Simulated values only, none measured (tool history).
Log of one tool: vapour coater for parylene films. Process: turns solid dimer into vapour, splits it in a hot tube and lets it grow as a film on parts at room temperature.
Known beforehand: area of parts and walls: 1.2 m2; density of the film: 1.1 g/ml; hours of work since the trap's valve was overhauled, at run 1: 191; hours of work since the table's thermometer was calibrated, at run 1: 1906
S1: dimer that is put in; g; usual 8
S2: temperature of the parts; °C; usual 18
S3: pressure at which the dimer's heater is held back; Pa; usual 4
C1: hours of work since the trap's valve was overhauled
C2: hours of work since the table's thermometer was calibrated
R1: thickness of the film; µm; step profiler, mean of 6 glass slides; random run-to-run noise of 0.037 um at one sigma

Run 1, hour 0: usual settings; C1 191; C2 1906. Result: R1 4.96 µm.
Run 2, hour 61.7: usual settings; C1 235; C2 1949. Result: R1 4.9 µm.
Run 3, hour 127.7: usual settings; C1 281; C2 1996. Result: R1 4.9 µm.
Run 4, hour 158.8: usual settings; C1 303; C2 2018. Result: R1 4.83 µm.
Run 5, hour 216.4: usual settings; C1 344; C2 2059. Result: R1 4.95 µm.
Run 6, hour 258.8: usual settings but S3 3.87 Pa; C1 374; C2 2089. Result: R1 4.87 µm.
At hour 268.9: table's thermometer calibrated.
Run 7, hour 315.6: usual settings but S3 3.87 Pa; C1 414; C2 33. Result: R1 4.89 µm.
Run 8, hour 374.2: usual settings; C1 455; C2 75. Result: R1 4.89 µm.
Run 9, hour 427.2: usual settings; C1 493; C2 112. Result: R1 4.9 µm.
Run 10, hour 460: usual settings; C1 516; C2 135. Result: R1 4.95 µm.
Run 11, hour 491.2: usual settings but S1 10 g; C1 538; C2 157. Result: R1 6.16 µm.
Run 12, hour 540.1: usual settings; C1 573; C2 192. Result: R1 4.88 µm.
At hour 573.9: trap's valve overhauled.
Run 13, hour 578.6: usual settings; C1 3; C2 216. Result: R1 4.96 µm.
Run 14, hour 622.3: usual settings; C1 34; C2 247. Result: R1 4.91 µm.
Run 15, hour 692.4: usual settings but S1 11 g; C1 84; C2 297. Result: R1 6.88 µm.
Run 16, hour 746.6: usual settings but S1 11 g; C1 122; C2 335. Result: R1 6.69 µm.
Run 17, hour 808.2: usual settings but S3 8.28 Pa; C1 166; C2 379. Result: R1 4.69 µm.
Run 18, hour 871: usual settings but S3 8.28 Pa; C1 210; C2 423. Result: R1 4.67 µm.
Run 19, hour 941.1: usual settings but S3 8.28 Pa; C1 260; C2 473. Result: R1 4.65 µm.
Run 20, hour 977.2: usual settings; C1 286; C2 499. Result: R1 4.94 µm.
Run 21, hour 1033.3: usual settings; C1 325; C2 538. Result: R1 4.98 µm.
Run 22, hour 1079.4: usual settings; C1 358; C2 571. Result: R1 4.93 µm.
Run 23, hour 1124.2: usual settings but S1 3 g; C1 390; C2 603. Result: R1 1.83 µm.
Run 24, hour 1174.2: usual settings but S1 3 g; C1 425; C2 638. Result: R1 1.82 µm.
Run 25, hour 1237.6: usual settings but S1 3 g, S2 12 °C; C1 470; C2 683. Result: R1 2.2 µm.
Run 26, hour 1269.2: usual settings but S2 10 °C; C1 492; C2 705. Result: R1 5.91 µm.
Run 27, hour 1310.7: usual settings but S1 10 g, S2 10 °C, S3 9.65 Pa; C1 522; C2 735. Result: R1 7.41 µm.
Run 28, hour 1344.2: usual settings but S1 10 g, S2 10 °C, S3 9.65 Pa; C1 545; C2 758. Result: R1 7.4 µm.
Run 29, hour 1385.5: usual settings but S1 10 g, S2 28 °C, S3 2.89 Pa; C1 575; C2 788. Result: R1 4.61 µm.
At hour 1417.2: trap's valve overhauled.
Run 30, hour 1460.4: usual settings but S1 10 g, S2 28 °C, S3 5.67 Pa; C1 31; C2 838. Result: R1 4.34 µm.
Run 31, hour 1492.7: usual settings but S1 10 g, S2 28 °C, S3 5.67 Pa; C1 53; C2 861. Result: R1 4.39 µm.
Run 32, hour 1541.5: usual settings but S1 10 g, S2 28 °C, S3 5.67 Pa; C1 88; C2 895. Result: R1 4.42 µm.

The next listed run, before its measurement:
Run 33, hour 1592.2: usual settings but S1 10 g, S2 28 °C, S3 5.67 Pa; C1 124; C2 931. Result: R1 ?.

{"run 33": {"R1": 4.36}}
With the hidden condition absent and the run-to-run variation left alone, this run would have shown R1 4.37 µm.
